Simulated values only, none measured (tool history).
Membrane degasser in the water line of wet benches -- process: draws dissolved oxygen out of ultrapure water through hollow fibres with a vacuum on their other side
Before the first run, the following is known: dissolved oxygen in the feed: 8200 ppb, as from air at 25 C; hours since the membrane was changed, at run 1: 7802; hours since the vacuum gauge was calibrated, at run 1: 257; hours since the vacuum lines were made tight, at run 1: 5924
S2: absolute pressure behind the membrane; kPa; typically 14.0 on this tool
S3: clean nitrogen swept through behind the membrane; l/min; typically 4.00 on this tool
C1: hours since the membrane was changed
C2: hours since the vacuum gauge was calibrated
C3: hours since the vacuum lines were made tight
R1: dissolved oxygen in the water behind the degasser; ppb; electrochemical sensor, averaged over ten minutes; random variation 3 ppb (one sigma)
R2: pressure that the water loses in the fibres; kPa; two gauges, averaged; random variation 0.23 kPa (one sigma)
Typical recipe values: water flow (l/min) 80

run 1 hour=0.0 | water_flow_(l/min)=80 S2=14.0 S3=4.00 | C1=7802 C2=257 C3=5924 | R1=517.3 R2=64.48
-- hour=306.0 seals of the vacuum lines changed
run 2 hour=306.0 | water_flow_(l/min)=80 S2=30.3 S3=4.00 | C1=8106 C2=561 C3=0 | R1=1117.3 R2=64.49
run 3 hour=464.6 | water_flow_(l/min)=80 S2=30.3 S3=4.00 | C1=8264 C2=720 C3=159 | R1=1115.2 R2=64.63
run 4 hour=645.1 | water_flow_(l/min)=80 S2=30.3 S3=4.00 | C1=8445 C2=900 C3=339 | R1=1122.4 R2=64.49
run 5 hour=802.8 | water_flow_(l/min)=80 S2=30.3 S3=2.66 | C1=8603 C2=1058 C3=497 | R1=1492.7 R2=64.33
run 6 hour=973.6 | water_flow_(l/min)=80 S2=17.4 S3=2.66 | C1=8773 C2=1229 C3=668 | R1=875.9 R2=65.05
run 7 hour=1191.6 | water_flow_(l/min)=80 S2=21.8 S3=4.00 | C1=8991 C2=1447 C3=886 | R1=813.4 R2=64.84
run 8 hour=1422.4 | water_flow_(l/min)=80 S2=21.8 S3=4.00 | C1=9222 C2=1677 C3=1116 | R1=826.7 R2=65.06
run 9 hour=1558.3 | water_flow_(l/min)=80 S2=11.3 S3=4.00 | C1=9358 C2=1813 C3=1252 | R1=414.5 R2=65.31
run 10 hour=1837.3 | water_flow_(l/min)=75 S2=14.0 S3=4.00 | C1=9637 C2=2092 C3=1531 | R1=487.8 R2=61.64
run 11 hour=1974.8 | water_flow_(l/min)=75 S2=14.0 S3=4.00 | C1=9775 C2=2230 C3=1669 | R1=490.2 R2=61.66
run 12 hour=2107.9 | water_flow_(l/min)=80 S2=11.0 S3=4.00 | C1=9908 C2=2363 C3=1802 | R1=402.2 R2=65.09
run 13 hour=2321.4 | water_flow_(l/min)=80 S2=14.0 S3=3.43 | C1=10121 C2=2577 C3=2015 | R1=589.9 R2=65.76
run 14 hour=2452.3 | water_flow_(l/min)=80 S2=14.0 S3=3.43 | C1=10252 C2=2707 C3=2146 | R1=578.4 R2=65.54
run 15 hour=2686.7 | water_flow_(l/min)=80 S2=14.0 S3=4.00 | C1=10487 C2=2942 C3=2381 | R1=530.4 R2=65.96
run 16 hour=2868.1 | water_flow_(l/min)=80 S2=14.0 S3=4.00 | C1=10668 C2=3123 C3=2562 | R1=526.7 R2=65.93
run 17 hour=3161.9 | water_flow_(l/min)=67 S2=14.0 S3=9.59 | C1=10962 C2=3417 C3=2856 | R1=226.6 R2=55.10
-- hour=3274.1 membrane cartridge changed
-- hour=3364.8 vacuum gauge calibrated
run 18 hour=3369.3 | water_flow_(l/min)=67 S2=14.0 S3=9.59 | C1=95 C2=4 C3=3059 | R1=203.4 R2=50.42
run 19 hour=3670.7 | water_flow_(l/min)=67 S2=14.0 S3=9.59 | C1=396 C2=306 C3=3360 | R1=204.3 R2=50.73
run 20 hour=3806.0 | water_flow_(l/min)=96 S2=9.9 S3=9.59 | C1=531 C2=441 C3=3496 | R1=229.2 R2=72.34
run 21 hour=4113.9 | water_flow_(l/min)=80 S2=19.9 S3=4.00 | C1=839 C2=749 C3=3803 | R1=745.8 R2=60.18
run 22 hour=4327.6 | water_flow_(l/min)=80 S2=19.9 S3=4.00 | C1=1053 C2=963 C3=4017 | R1=731.4 R2=60.44
run 23 hour=4601.1 | water_flow_(l/min)=52 S2=9.6 S3=3.86 | C1=1327 C2=1236 C3=4291 | R1=209.6 R2=39.65
run 24 hour=4774.4 | water_flow_(l/min)=78 S2=12.3 S3=3.02 | C1=1500 C2=1410 C3=4464 | R1=525.4 R2=59.34
run 25 hour=4928.6 | water_flow_(l/min)=78 S2=12.3 S3=3.02 | C1=1654 C2=1564 C3=4618 | R1=532.2 R2=59.57
run 26 hour=5066.6 | water_flow_(l/min)=53 S2=14.0 S3=9.66 | C1=1792 C2=1702 C3=4756 | R1=155.7 R2=40.33
run 27 hour=5306.0 | water_flow_(l/min)=58 S2=14.0 S3=4.00 | C1=2031 C2=1941 C3=4995 | R1=373.7 R2=44.39
run 28 hour=5487.9 | water_flow_(l/min)=58 S2=14.0 S3=4.00 | C1=2213 C2=2123 C3=5177 | R1=363.0 R2=44.26
run 29 hour=5723.8 | water_flow_(l/min)=83 S2=10.4 S3=10.52 | C1=2449 C2=2359 C3=5413 | R1=190.3 R2=63.42
run 30 hour=6003.1 | water_flow_(l/min)=118 S2=11.7 S3=2.35 | C1=2729 C2=2638 C3=5693 | R1=884.5 R2=90.37
run 31 hour=6217.0 | water_flow_(l/min)=124 S2=26.1 S3=3.35 | C1=2942 C2=2852 C3=5906 | R1=1585.8 R2=96.22
run 32 hour=6377.4 | water_flow_(l/min)=108 S2=26.5 S3=4.00 | C1=3103 C2=3013 C3=6067 | R1=1280.2 R2=83.43

Results per run with the tool's hidden condition removed, run-to-run variation unchanged:
The tool's hidden condition here consists of: membrane still open, %; true pressure behind the membrane over the reading, kPa; air that leaks in behind the membrane, l/min; drift of the gauge itself on oxygen_ppb, %; drift of the gauge itself on loss_of_pressure_kpa, %.
run=1 R1=498.9 R2=60.37
run=2 R1=1102.9 R2=60.21
run=3 R1=1100.2 R2=60.27
run=4 R1=1106.4 R2=60.05
run=5 R1=1477.3 R2=59.81
run=6 R1=857.2 R2=60.40
run=7 R1=793.8 R2=60.09
run=8 R1=805.8 R2=60.18
run=9 R1=391.3 R2=60.34
run=10 R1=466.8 R2=56.84
run=11 R1=468.5 R2=56.78
run=12 R1=376.6 R2=59.87
run=13 R1=563.6 R2=60.38
run=14 R1=552.0 R2=60.08
run=15 R1=502.4 R2=60.37
run=16 R1=498.1 R2=60.25
run=17 R1=206.6 R2=50.19
run=18 R1=202.5 R2=50.38
run=19 R1=202.8 R2=50.58
run=20 R1=227.1 R2=72.04
run=21 R1=741.3 R2=59.79
run=22 R1=726.1 R2=59.95
run=23 R1=206.1 R2=39.24
run=24 R1=519.0 R2=58.65
run=25 R1=525.0 R2=58.81
run=26 R1=152.2 R2=39.77
run=27 R1=367.2 R2=43.69
run=28 R1=356.1 R2=43.49
run=29 R1=182.7 R2=62.20
run=30 R1=866.4 R2=88.43
run=31 R1=1567.7 R2=94.00
run=32 R1=1262.5 R2=81.39
